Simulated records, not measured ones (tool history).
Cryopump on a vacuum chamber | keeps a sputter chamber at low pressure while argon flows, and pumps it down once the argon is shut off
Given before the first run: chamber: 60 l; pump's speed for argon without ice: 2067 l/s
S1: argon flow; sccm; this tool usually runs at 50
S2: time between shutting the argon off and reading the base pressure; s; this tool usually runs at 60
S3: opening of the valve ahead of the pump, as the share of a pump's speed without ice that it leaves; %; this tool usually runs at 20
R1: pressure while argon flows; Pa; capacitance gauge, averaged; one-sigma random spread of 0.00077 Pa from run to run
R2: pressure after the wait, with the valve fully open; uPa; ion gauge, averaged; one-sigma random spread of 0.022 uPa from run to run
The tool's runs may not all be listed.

run	day	S1	S2	S3	R1	R2
1	0	50	60	20	0.2079	0.69
2	0.446	50	60	20	0.2058	0.7
3	0.829	50	279	20	0.2045	0.33
4	1.204	50	279	20	0.2075	0.33
5	1.75	50	279	20	0.2068	0.32
6	2.433	50	279	20	0.2057	0.33
7	3.162	50	60	20	0.2071	0.77
8	3.821	50	60	20	0.2058	0.71
9	4.2	50	60	22	0.1882	0.71
10	4.638	21	60	33	0.0526	0.71
11	5.058	50	182	20	0.2075	0.41
12	5.429	24	221	19	0.1045	0.38
13	6.075	24	221	19	0.1043	0.37
14	6.421	21	162	41	0.0434	0.45
15	6.929	50	124	21	0.1985	0.5
16	7.671	43	76	29	0.1248	0.66
17	8.396	43	23	29	0.1248	1.49
18	8.729	29	49	27	0.0897	0.82

For some of the steps in R1 from one run to the next: how much would appear even if the tool had no hidden state, given the settings, what came in and random variation, and how much remains for the hidden state plus any gauge scatter that the measured result and the result without hidden state don't share?
Unlogged tool condition in this case: pump's speed, % of a pump's without ice; cold plate's temperature, K; leak into the chamber, uPa l/s; drift of the gauge itself on working_pa, %; drift of the gauge itself on base_upa, %.
Run 14 -> 15: S1 21 -> 50, S2 162 -> 124, S3 41 -> 21. R1 +0.1551 Pa: hidden state +0.0025, all else +0.1526.
